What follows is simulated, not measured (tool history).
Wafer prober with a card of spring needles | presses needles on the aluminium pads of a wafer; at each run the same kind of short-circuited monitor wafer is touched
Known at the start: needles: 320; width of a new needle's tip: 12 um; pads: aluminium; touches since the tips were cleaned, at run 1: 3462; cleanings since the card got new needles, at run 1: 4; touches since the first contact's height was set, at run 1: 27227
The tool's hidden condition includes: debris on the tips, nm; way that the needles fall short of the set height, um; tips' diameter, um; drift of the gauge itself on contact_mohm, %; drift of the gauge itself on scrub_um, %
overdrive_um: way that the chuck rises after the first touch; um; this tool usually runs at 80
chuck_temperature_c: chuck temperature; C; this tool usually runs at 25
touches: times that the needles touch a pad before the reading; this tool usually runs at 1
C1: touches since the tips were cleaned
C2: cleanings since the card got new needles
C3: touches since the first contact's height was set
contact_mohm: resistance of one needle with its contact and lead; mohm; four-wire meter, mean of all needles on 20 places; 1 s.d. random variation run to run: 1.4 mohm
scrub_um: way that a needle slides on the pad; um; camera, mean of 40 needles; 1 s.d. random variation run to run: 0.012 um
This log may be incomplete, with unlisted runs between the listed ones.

{"run": 1, "day": 0.0, "overdrive_um": 80, "chuck_temperature_c": 25, "touches": 1, "C1": 3462, "C2": 4, "C3": 27227, "contact_mohm": 158, "scrub_um": 11.99}
{"day": 0.233, "done": "tips cleaned on abrasive film"}
{"run": 2, "day": 0.371, "overdrive_um": 80, "chuck_temperature_c": 25, "touches": 1, "C1": 1130, "C2": 5, "C3": 30222, "contact_mohm": 142, "scrub_um": 11.97}
{"run": 3, "day": 0.792, "overdrive_um": 80, "chuck_temperature_c": 25, "touches": 1, "C1": 4603, "C2": 5, "C3": 33695, "contact_mohm": 159, "scrub_um": 11.97}
{"day": 0.892, "done": "tips cleaned on abrasive film"}
{"day": 1.521, "done": "tips cleaned on abrasive film"}
{"run": 4, "day": 1.558, "overdrive_um": 80, "chuck_temperature_c": 25, "touches": 1, "C1": 310, "C2": 7, "C3": 39919, "contact_mohm": 132, "scrub_um": 11.96}
{"day": 2.175, "done": "tips cleaned on abrasive film"}
{"run": 5, "day": 2.225, "overdrive_um": 80, "chuck_temperature_c": 25, "touches": 1, "C1": 400, "C2": 8, "C3": 45337, "contact_mohm": 132, "scrub_um": 11.95}
{"run": 6, "day": 2.758, "overdrive_um": 80, "chuck_temperature_c": 25, "touches": 1, "C1": 4761, "C2": 8, "C3": 49698, "contact_mohm": 159, "scrub_um": 11.94}
{"day": 2.812, "done": "tips cleaned on abrasive film"}
{"day": 3.458, "done": "tips cleaned on abrasive film"}
{"run": 7, "day": 3.479, "overdrive_um": 80, "chuck_temperature_c": 25, "touches": 1, "C1": 190, "C2": 10, "C3": 55566, "contact_mohm": 133, "scrub_um": 11.95}
{"run": 8, "day": 4.058, "overdrive_um": 80, "chuck_temperature_c": 25, "touches": 1, "C1": 4940, "C2": 10, "C3": 60316, "contact_mohm": 160, "scrub_um": 11.93}
{"day": 4.129, "done": "tips cleaned on abrasive film"}
{"run": 9, "day": 4.642, "overdrive_um": 80, "chuck_temperature_c": 42, "touches": 1, "C1": 4221, "C2": 11, "C3": 65061, "contact_mohm": 159, "scrub_um": 11.92}
{"day": 4.762, "done": "tips cleaned on abrasive film"}
{"run": 10, "day": 4.975, "overdrive_um": 80, "chuck_temperature_c": 42, "touches": 1, "C1": 1747, "C2": 12, "C3": 67743, "contact_mohm": 149, "scrub_um": 11.91}
{"run": 11, "day": 5.367, "overdrive_um": 80, "chuck_temperature_c": 42, "touches": 1, "C1": 4977, "C2": 12, "C3": 70973, "contact_mohm": 161, "scrub_um": 11.91}
{"day": 5.404, "done": "tips cleaned on abrasive film"}
{"run": 12, "day": 5.775, "overdrive_um": 80, "chuck_temperature_c": 42, "touches": 1, "C1": 3043, "C2": 13, "C3": 74288, "contact_mohm": 156, "scrub_um": 11.91}
{"day": 6.05, "done": "tips cleaned on abrasive film"}
{"run": 13, "day": 6.296, "overdrive_um": 80, "chuck_temperature_c": 87, "touches": 1, "C1": 2005, "C2": 14, "C3": 78504, "contact_mohm": 158, "scrub_um": 11.92}
{"run": 14, "day": 6.625, "overdrive_um": 70, "chuck_temperature_c": 41, "touches": 1, "C1": 4718, "C2": 14, "C3": 81217, "contact_mohm": 168, "scrub_um": 10.42}
{"day": 6.7, "done": "tips cleaned on abrasive film"}
{"run": 15, "day": 7.062, "overdrive_um": 70, "chuck_temperature_c": 41, "touches": 1, "C1": 2974, "C2": 15, "C3": 84769, "contact_mohm": 158, "scrub_um": 10.4}

Run 16 has not been measured yet. What should we expect?
{"day": 7.392, "done": "tips cleaned on abrasive film"}
{"run": 16, "day": 7.704, "overdrive_um": 70, "chuck_temperature_c": 41, "touches": 1, "C1": 2587, "C2": 16, "C3": 90002, "contact_mohm": "?", "scrub_um": "?"}

{"run 16": {"contact_mohm": 158, "scrub_um": 10.38}}
If the tool had no hidden condition, the same run with the same run-to-run variation would have returned contact_mohm 133 mohm, scrub_um 10.49 um.

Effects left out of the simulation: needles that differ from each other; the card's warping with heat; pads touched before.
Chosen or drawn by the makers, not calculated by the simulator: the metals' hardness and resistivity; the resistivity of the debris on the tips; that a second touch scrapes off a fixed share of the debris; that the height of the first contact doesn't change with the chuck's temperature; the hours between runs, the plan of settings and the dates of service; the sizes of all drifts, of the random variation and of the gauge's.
